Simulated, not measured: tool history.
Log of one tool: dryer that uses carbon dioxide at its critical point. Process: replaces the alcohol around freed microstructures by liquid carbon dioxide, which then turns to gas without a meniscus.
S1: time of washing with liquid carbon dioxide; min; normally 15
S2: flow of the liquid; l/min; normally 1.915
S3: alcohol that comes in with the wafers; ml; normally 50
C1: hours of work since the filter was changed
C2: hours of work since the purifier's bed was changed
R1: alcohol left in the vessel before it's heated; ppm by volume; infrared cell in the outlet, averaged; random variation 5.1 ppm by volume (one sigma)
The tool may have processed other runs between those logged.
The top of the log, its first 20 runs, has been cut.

run,hour,S1,S2,S3,C1,C2,R1
21,793.2,11,1.470,24,446,595,440
# hour 806.4: inlet filter changed
22,838.0,11,1.470,24,18,620,318
23,871.6,11,2.240,21,36,638,102
24,905.5,16,1.390,36,55,657,180
25,944.9,16,1.390,36,77,679,177
26,967.3,16,1.390,36,90,692,205
27,1001.4,15,1.300,84,109,711,583
28,1050.8,10,2.540,59,136,738,189
29,1103.8,10,2.540,59,166,768,199
30,1152.9,10,2.540,59,193,795,204
31,1183.5,12,1.915,34,210,812,193
32,1238.1,22,1.915,27,241,843,75
# hour 1285.3: purifier's bed changed
33,1290.2,15,2.540,50,268,3,7
34,1323.9,12,1.360,82,287,22,1132
35,1364.4,12,1.360,82,310,44,1152
36,1395.5,15,1.915,56,327,61,100
37,1418.8,19,1.250,96,340,74,380
38,1468.9,19,1.250,96,368,102,432
39,1515.3,16,1.915,50,394,128,88

Predict each of these 3 candidate next runs independently; none follows another, all start after run 39:
A,1547.6,15,1.450,50,412,146,?
B,1547.6,11,3.150,119,412,146,?
C,1547.6,16,2.380,27,412,146,?

run,R1
A,321
B,101
C,25
With the hidden condition removed and each run's random variation left untouched, the same runs would have given:
run,R1
A,185
B,44
C,8

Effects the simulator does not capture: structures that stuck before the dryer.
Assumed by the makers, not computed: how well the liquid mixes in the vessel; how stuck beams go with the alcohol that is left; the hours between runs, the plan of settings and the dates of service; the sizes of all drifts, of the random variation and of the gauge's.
